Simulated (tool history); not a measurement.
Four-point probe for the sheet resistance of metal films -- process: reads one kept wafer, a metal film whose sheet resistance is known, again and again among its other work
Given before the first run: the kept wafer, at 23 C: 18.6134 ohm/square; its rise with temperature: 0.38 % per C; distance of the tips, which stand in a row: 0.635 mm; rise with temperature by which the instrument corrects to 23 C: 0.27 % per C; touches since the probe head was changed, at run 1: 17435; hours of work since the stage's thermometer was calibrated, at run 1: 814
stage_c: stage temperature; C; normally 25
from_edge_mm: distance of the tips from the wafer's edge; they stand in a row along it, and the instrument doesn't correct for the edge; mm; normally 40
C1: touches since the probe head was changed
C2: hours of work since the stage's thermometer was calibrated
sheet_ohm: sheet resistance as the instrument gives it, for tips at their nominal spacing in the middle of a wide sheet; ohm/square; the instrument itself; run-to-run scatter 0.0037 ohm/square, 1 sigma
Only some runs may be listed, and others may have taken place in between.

Run 1, hour 0: usual settings; C1 17435; C2 814. Result: sheet_ohm 18.572518 ohm/square.
Run 2, hour 21.4: usual settings; C1 18216; C2 828. Result: sheet_ohm 18.580969 ohm/square.
Run 3, hour 45.1: usual settings; C1 19077; C2 843. Result: sheet_ohm 18.580366 ohm/square.
Run 4, hour 68.6: usual settings; C1 19933; C2 857. Result: sheet_ohm 18.581451 ohm/square.
Run 5, hour 81.6: usual settings; C1 20407; C2 866. Result: sheet_ohm 18.582222 ohm/square.
Run 6, hour 94.2: usual settings but from_edge_mm 27 mm; C1 20865; C2 874. Result: sheet_ohm 18.590179 ohm/square.
Run 7, hour 118.4: usual settings but from_edge_mm 27 mm; C1 21746; C2 889. Result: sheet_ohm 18.590257 ohm/square.
Run 8, hour 132.9: usual settings but from_edge_mm 27 mm; C1 22274; C2 898. Result: sheet_ohm 18.578013 ohm/square.
Run 9, hour 158: usual settings but from_edge_mm 27 mm; C1 23190; C2 914. Result: sheet_ohm 18.581245 ohm/square.
Run 10, hour 176.7: usual settings but from_edge_mm 27 mm; C1 23870; C2 926. Result: sheet_ohm 18.588634 ohm/square.
Run 11, hour 193.9: usual settings but stage_c 24 C; C1 24496; C2 937. Result: sheet_ohm 18.565486 ohm/square.
Run 12, hour 213.4: usual settings but stage_c 24 C; C1 25206; C2 949. Result: sheet_ohm 18.570068 ohm/square.
Run 13, hour 233.1: usual settings but stage_c 24 C; C1 25924; C2 961. Result: sheet_ohm 18.559654 ohm/square.
Run 14, hour 248.1: usual settings but stage_c 26 C; C1 26473; C2 971. Result: sheet_ohm 18.606708 ohm/square.
Run 15, hour 268.8: usual settings but stage_c 26 C; C1 27223; C2 984. Result: sheet_ohm 18.610435 ohm/square.
Run 16, hour 287.2: usual settings but stage_c 26 C; C1 27895; C2 996. Result: sheet_ohm 18.605659 ohm/square.
Run 17, hour 302.5: usual settings but stage_c 26 C; C1 28453; C2 1005. Result: sheet_ohm 18.607334 ohm/square.
Run 18, hour 324.4: usual settings but from_edge_mm 7 mm; C1 29251; C2 1019. Result: sheet_ohm 18.664311 ohm/square.
Run 19, hour 340.7: usual settings; C1 29842; C2 1029. Result: sheet_ohm 18.593491 ohm/square.
Run 20, hour 357.6: usual settings but stage_c 32 C; C1 30458; C2 1040. Result: sheet_ohm 18.726498 ohm/square.
Run 21, hour 369.3: usual settings but stage_c 30 C; C1 30884; C2 1048. Result: sheet_ohm 18.691751 ohm/square.
Run 22, hour 394.3: usual settings but stage_c 33 C; C1 31796; C2 1063. Result: sheet_ohm 18.74763 ohm/square.
Run 23, hour 413.5: usual settings but from_edge_mm 3 mm; C1 32496; C2 1076. Result: sheet_ohm 19.018993 ohm/square.
Run 24, hour 425.8: usual settings but from_edge_mm 3 mm; C1 32943; C2 1083. Result: sheet_ohm 19.025793 ohm/square.
Run 25, hour 443.4: usual settings but from_edge_mm 3 mm; C1 33585; C2 1094. Result: sheet_ohm 19.027458 ohm/square.
Run 26, hour 462.1: usual settings but from_edge_mm 3 mm; C1 34265; C2 1106. Result: sheet_ohm 19.030026 ohm/square.
Run 27, hour 477: usual settings but stage_c 19 C, from_edge_mm 45 mm; C1 34809; C2 1116. Result: sheet_ohm 18.473011 ohm/square.
Run 28, hour 487.6: usual settings but stage_c 18 C, from_edge_mm 24 mm; C1 35195; C2 1122. Result: sheet_ohm 18.448238 ohm/square.
Run 29, hour 500.3: usual settings but stage_c 20 C, from_edge_mm 15 mm; C1 35658; C2 1130. Result: sheet_ohm 18.504112 ohm/square.
Run 30, hour 517.6: usual settings but from_edge_mm 6 mm; C1 36285; C2 1141. Result: sheet_ohm 18.707785 ohm/square.
Run 31, hour 530.6: usual settings but stage_c 21 C, from_edge_mm 10 mm; C1 36760; C2 1150. Result: sheet_ohm 18.553477 ohm/square.
Run 32, hour 551.1: usual settings but stage_c 33 C; C1 37507; C2 1163. Result: sheet_ohm 18.750377 ohm/square.
Run 33, hour 570: usual settings but stage_c 20 C, from_edge_mm 6 mm; C1 38195; C2 1174. Result: sheet_ohm 18.60059 ohm/square.
Run 34, hour 592.7: usual settings but stage_c 20 C, from_edge_mm 6 mm; C1 39021; C2 1189. Result: sheet_ohm 18.596811 ohm/square.
Run 35, hour 612.7: usual settings but stage_c 20 C, from_edge_mm 6 mm; C1 39751; C2 1201. Result: sheet_ohm 18.600604 ohm/square.
Run 36, hour 627.4: usual settings but stage_c 28 C, from_edge_mm 6 mm; C1 40286; C2 1211. Result: sheet_ohm 18.770929 ohm/square.
Run 37, hour 653.3: usual settings but stage_c 21 C, from_edge_mm 4 mm; C1 41228; C2 1227. Result: sheet_ohm 18.757911 ohm/square.
Run 38, hour 670.9: usual settings but stage_c 28 C, from_edge_mm 30 mm; C1 41869; C2 1238. Result: sheet_ohm 18.654098 ohm/square.
Run 39, hour 684.9: usual settings but stage_c 21 C, from_edge_mm 26 mm; C1 42379; C2 1247. Result: sheet_ohm 18.51572 ohm/square.
Run 40, hour 698.3: usual settings but stage_c 21 C, from_edge_mm 26 mm; C1 42867; C2 1256. Result: sheet_ohm 18.525083 ohm/square.
Run 41, hour 722.7: usual settings but stage_c 30 C, from_edge_mm 11 mm; C1 43754; C2 1271. Result: sheet_ohm 18.731891 ohm/square.

5 ways to go on from here, each from the tool as it stands after run 41. What would each give?
Run A, hour 741.4: usual settings but stage_c 30 C, from_edge_mm 33 mm; C1 44435; C2 1283. Result: sheet_ohm ?.
Run B, hour 741.4: usual settings but stage_c 22 C, from_edge_mm 3 mm; C1 44435; C2 1283. Result: sheet_ohm ?.
Run C, hour 741.4: usual settings but from_edge_mm 27 mm; C1 44435; C2 1283. Result: sheet_ohm ?.
Run D, hour 741.4: usual settings but stage_c 19 C, from_edge_mm 47 mm; C1 44435; C2 1283. Result: sheet_ohm ?.
Run E, hour 741.4: usual settings but stage_c 22 C, from_edge_mm 35 mm; C1 44435; C2 1283. Result: sheet_ohm ?.

run  sheet_ohm
  A  18.697548
  B  18.970263
  C  18.598856
  D  18.467788
  E   18.53519
Take away the tool's hidden state, keep each run's random variation, and the runs would have read:
run  sheet_ohm
  A  18.756018
  B  19.029862
  C  18.657237
  D  18.526033
  E  18.593509

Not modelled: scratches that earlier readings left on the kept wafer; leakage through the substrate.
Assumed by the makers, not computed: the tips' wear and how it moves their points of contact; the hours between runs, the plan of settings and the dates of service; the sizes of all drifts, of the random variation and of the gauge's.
